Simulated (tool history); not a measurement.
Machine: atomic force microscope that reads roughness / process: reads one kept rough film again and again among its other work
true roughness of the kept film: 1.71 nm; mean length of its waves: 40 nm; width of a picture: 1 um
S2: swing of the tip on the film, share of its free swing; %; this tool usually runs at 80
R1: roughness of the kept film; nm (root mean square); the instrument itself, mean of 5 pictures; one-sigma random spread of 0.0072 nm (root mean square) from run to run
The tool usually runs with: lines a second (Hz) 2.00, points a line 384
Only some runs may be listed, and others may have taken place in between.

Run 1, hour 0.0: usual settings. Result: R1 1.491 nm (root mean square).
Run 2, hour 9.4: usual settings. Result: R1 1.498 nm (root mean square).
Run 3, hour 18.0: usual settings. Result: R1 1.504 nm (root mean square).
Run 4, hour 23.7: usual settings. Result: R1 1.510 nm (root mean square).
Run 5, hour 33.9: usual settings but S2 66 %. Result: R1 1.583 nm (root mean square).
Run 6, hour 41.7: usual settings but S2 66 %. Result: R1 1.581 nm (root mean square).
Run 7, hour 54.1: usual settings but S2 63 %. Result: R1 1.597 nm (root mean square).
Run 8, hour 60.3: usual settings but S2 63 %. Result: R1 1.588 nm (root mean square).
Run 9, hour 72.4: usual settings but S2 63 %. Result: R1 1.584 nm (root mean square).
Run 10, hour 78.0: usual settings but S2 63 %. Result: R1 1.590 nm (root mean square).
Run 11, hour 86.7: usual settings but S2 63 %. Result: R1 1.602 nm (root mean square).
Run 12, hour 94.9: usual settings but S2 63 %. Result: R1 1.600 nm (root mean square).
Run 13, hour 105.0: usual settings but S2 69 %. Result: R1 1.581 nm (root mean square).
Run 14, hour 112.6: usual settings. Result: R1 1.489 nm (root mean square).
Run 15, hour 117.6: usual settings but S2 87 %, points a line 264. Result: R1 1.442 nm (root mean square).
Run 16, hour 123.0: usual settings but lines a second (Hz) 0.52, S2 76 %. Result: R1 1.621 nm (root mean square).
Run 17, hour 130.6: usual settings but lines a second (Hz) 3.20, S2 64 %. Result: R1 1.549 nm (root mean square).
Run 18, hour 141.7: usual settings but lines a second (Hz) 2.13, points a line 971. Result: R1 1.481 nm (root mean square).
Run 19, hour 152.0: usual settings but lines a second (Hz) 0.64, S2 57 %, points a line 754. Result: R1 1.659 nm (root mean square).
Run 20, hour 157.3: usual settings but lines a second (Hz) 2.37, S2 61 %, points a line 716. Result: R1 1.595 nm (root mean square).
Run 21, hour 168.6: usual settings but S2 75 %. Result: R1 1.536 nm (root mean square).
Run 22, hour 178.4: usual settings but S2 75 %. Result: R1 1.528 nm (root mean square).
Run 23, hour 186.9: usual settings but S2 75 %. Result: R1 1.523 nm (root mean square).
Run 24, hour 191.9: usual settings but lines a second (Hz) 0.72, S2 71 %. Result: R1 1.631 nm (root mean square).
Run 25, hour 198.7: usual settings but lines a second (Hz) 0.87, S2 83 %, points a line 327. Result: R1 1.571 nm (root mean square).

Forecast run 26:
Run 26, hour 206.6: usual settings but lines a second (Hz) 1.77. Result: R1 ?.

{"run 26": {"R1": 1.517}}
Were there no unlogged condition in the tool, this run, its random variation unchanged, would have produced R1 1.520 nm (root mean square).

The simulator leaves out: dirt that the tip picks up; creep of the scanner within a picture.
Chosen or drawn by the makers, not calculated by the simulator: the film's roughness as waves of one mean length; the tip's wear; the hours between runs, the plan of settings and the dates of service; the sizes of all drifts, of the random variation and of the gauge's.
